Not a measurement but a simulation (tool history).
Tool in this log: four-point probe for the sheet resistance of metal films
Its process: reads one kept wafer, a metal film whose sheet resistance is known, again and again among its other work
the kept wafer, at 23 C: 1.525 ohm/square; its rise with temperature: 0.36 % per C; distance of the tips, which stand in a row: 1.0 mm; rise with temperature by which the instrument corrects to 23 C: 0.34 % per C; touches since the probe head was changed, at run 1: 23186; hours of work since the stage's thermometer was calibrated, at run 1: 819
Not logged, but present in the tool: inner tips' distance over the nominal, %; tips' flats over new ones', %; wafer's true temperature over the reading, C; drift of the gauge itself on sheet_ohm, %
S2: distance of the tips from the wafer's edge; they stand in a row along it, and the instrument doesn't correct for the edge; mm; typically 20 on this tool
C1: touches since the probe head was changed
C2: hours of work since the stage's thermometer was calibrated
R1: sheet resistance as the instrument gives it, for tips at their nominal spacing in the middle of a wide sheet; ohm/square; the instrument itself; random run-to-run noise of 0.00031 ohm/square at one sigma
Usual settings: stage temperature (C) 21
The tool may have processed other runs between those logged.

Run 1, hour 0.0: usual settings; C1 23186; C2 819. Result: R1 1.521914 ohm/square.
Run 2, hour 39.8: usual settings; C1 25063; C2 841. Result: R1 1.521887 ohm/square.
Run 3, hour 97.2: usual settings but stage temperature (C) 25; C1 27773; C2 873. Result: R1 1.522518 ohm/square.
Run 4, hour 149.6: usual settings but stage temperature (C) 31; C1 30247; C2 902. Result: R1 1.523446 ohm/square.
Run 5, hour 179.0: usual settings but stage temperature (C) 31; C1 31634; C2 919. Result: R1 1.523207 ohm/square.
Run 6, hour 231.1: usual settings but stage temperature (C) 31; C1 34095; C2 948. Result: R1 1.522864 ohm/square.
Run 7, hour 282.8: usual settings but stage temperature (C) 31; C1 36535; C2 976. Result: R1 1.522850 ohm/square.
Run 8, hour 337.8: usual settings; C1 39132; C2 1007. Result: R1 1.519583 ohm/square.
Run 9, hour 377.1: usual settings; C1 40989; C2 1029. Result: R1 1.519296 ohm/square.
Run 10, hour 417.9: usual settings; C1 42913; C2 1051. Result: R1 1.518520 ohm/square.
Run 11, hour 473.0: usual settings; C1 45517; C2 1082. Result: R1 1.519045 ohm/square.
Run 12, hour 527.4: usual settings but stage temperature (C) 28, S2 4 mm; C1 48082; C2 1112. Result: R1 1.567470 ohm/square.
Run 13, hour 557.2: usual settings but stage temperature (C) 28, S2 4 mm; C1 49491; C2 1129. Result: R1 1.566496 ohm/square.
Run 14, hour 589.5: usual settings but stage temperature (C) 27, S2 48 mm; C1 51014; C2 1147. Result: R1 1.517237 ohm/square.
Run 15, hour 642.5: usual settings but stage temperature (C) 27, S2 48 mm; C1 53517; C2 1176. Result: R1 1.517245 ohm/square.
Run 16, hour 673.3: usual settings but S2 68 mm; C1 54971; C2 1193. Result: R1 1.514730 ohm/square.
Run 17, hour 724.5: usual settings but stage temperature (C) 31, S2 5 mm; C1 57388; C2 1222. Result: R1 1.548726 ohm/square.
Run 18, hour 754.6: usual settings but stage temperature (C) 28, S2 71 mm; C1 58810; C2 1238. Result: R1 1.516198 ohm/square.
Run 19, hour 803.9: usual settings but stage temperature (C) 28, S2 71 mm; C1 61136; C2 1266. Result: R1 1.515369 ohm/square.
Run 20, hour 861.9: usual settings but stage temperature (C) 26, S2 24 mm; C1 63876; C2 1298. Result: R1 1.516080 ohm/square.
Run 21, hour 915.9: usual settings but stage temperature (C) 30, S2 23 mm; C1 66426; C2 1328. Result: R1 1.517212 ohm/square.
Run 22, hour 947.5: usual settings but stage temperature (C) 34, S2 23 mm; C1 67914; C2 1346. Result: R1 1.517657 ohm/square.

How would selected steps in R1 from run to run divide? Give the signed amount a tool lacking its hidden state would still show from settings, what came in and random variation, and the signed amount left for the hidden state, including any gauge scatter that is not in both of the compared results.
Run 11 -> 12: stage temperature (C) 21 -> 28, S2 20 -> 4. R1 +0.048425 ohm/square: hidden state -0.000723, all else +0.049148.
Run 13 -> 14: stage temperature (C) 28 -> 27, S2 4 -> 48. R1 -0.049259 ohm/square: hidden state +0.000017, all else -0.049276.
Run 16 -> 17: stage temperature (C) 21 -> 31, S2 68 -> 5. R1 +0.033996 ohm/square: hidden state -0.000726, all else +0.034722.
